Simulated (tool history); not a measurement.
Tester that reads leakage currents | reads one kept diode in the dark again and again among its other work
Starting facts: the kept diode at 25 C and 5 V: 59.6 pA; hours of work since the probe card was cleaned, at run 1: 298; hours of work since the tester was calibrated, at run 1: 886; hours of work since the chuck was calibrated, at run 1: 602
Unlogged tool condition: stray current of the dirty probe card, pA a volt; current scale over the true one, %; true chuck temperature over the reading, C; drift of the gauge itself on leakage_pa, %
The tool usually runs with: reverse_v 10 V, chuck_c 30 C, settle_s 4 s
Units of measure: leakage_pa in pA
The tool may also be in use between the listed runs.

run	hour	reverse_v	chuck_c	settle_s	hours of work since the probe card was cleaned	hours of work since the tester was calibrated	hours of work since the chuck was calibrated	leakage_pa
1	0	10	30	4	298	886	602	113
2	21.5	10	30	4	315	902	619	112.9
3	38.3	10	30	4	328	915	632	112.55
4	64	10	30	4	347	935	652	113.14
5	85.8	10	30	4	364	952	669	112.4
6	122	10	30	4	392	980	697	112.56
7	153.4	10	30	4	416	1004	721	112.57
8	182.7	10	30	4	439	1027	744	113.44
9	208.3	10	30	4	459	1047	763	112.39
10	230.8	10	52	4	476	1064	781	465
# hour 256.3: chuck's temperature calibrated
11	258	10	52	4	496	1083	1	507.07
12	290.1	10	52	4	521	1108	26	505.43
13	326.2	10	52	4	548	1136	54	505.55
14	351.7	10	52	4	568	1156	74	503.65
15	383.3	10	52	4	593	1180	98	502.62
16	401.4	10	52	4	607	1194	112	503.29
17	419.7	9	52	4	621	1208	126	477.6
18	454.6	3.1	30	4	648	1235	153	70.39
19	475	3.1	30	4	663	1251	169	69.98
20	507.6	3.1	30	4	689	1276	194	70.36
21	541.4	10	39	5.12	715	1302	220	222.1
22	570.7	10	39	5.12	737	1325	243	222.36
23	596.3	17.7	30	4	757	1345	263	164.6
24	631.6	5.2	33	3.75	784	1372	290	108.92
25	652.6	5.2	33	3.75	801	1388	306	108.9
26	676.4	8.9	35	4.64	819	1407	325	160.67
27	699.4	8.9	35	4.64	837	1425	342	159.83
# hour 704.8: probe card cleaned and baked
28	725.3	8.9	35	4.64	16	1442	360	162.98
29	741.4	8.9	35	4.64	28	1455	372	162.67
30	776.7	9.9	20	8.56	56	1482	400	66.9
31	807.7	9.5	30	1.48	79	1506	424	123.73
32	825.7	1.2	39	2.11	93	1520	438	80.96
33	860.5	1.2	39	2.11	120	1547	464	80.58
34	879.1	2.9	50	5.93	135	1561	479	243.75
35	904.1	2.9	50	5.93	154	1580	498	244.21
# hour 924.3: probe card cleaned and baked, once more
36	926.2	2.9	50	5.93	1	1595	513	239.75
37	953.2	1.6	36	5.15	22	1616	534	72.68
38	968.2	1.6	36	2.36	34	1628	545	72.85
39	984.8	1.4	36	4	47	1640	558	68.13
40	1015.7	1.4	36	4	71	1664	582	68.1

Branching from run 40: 3 alternative next runs. What would each branch give?
A	1039.4	10.9	38	1.25	89	1683	600	?
B	1039.4	2.3	33	4	89	1683	600	?
C	1039.4	9.9	40	6.95	89	1683	600	?

run	leakage_pa
A	202.39
B	69.25
C	218.15
Stripped of hidden state, with their random variation kept, the same runs would have yielded:
run	leakage_pa
A	214.41
B	73.73
C	231.28
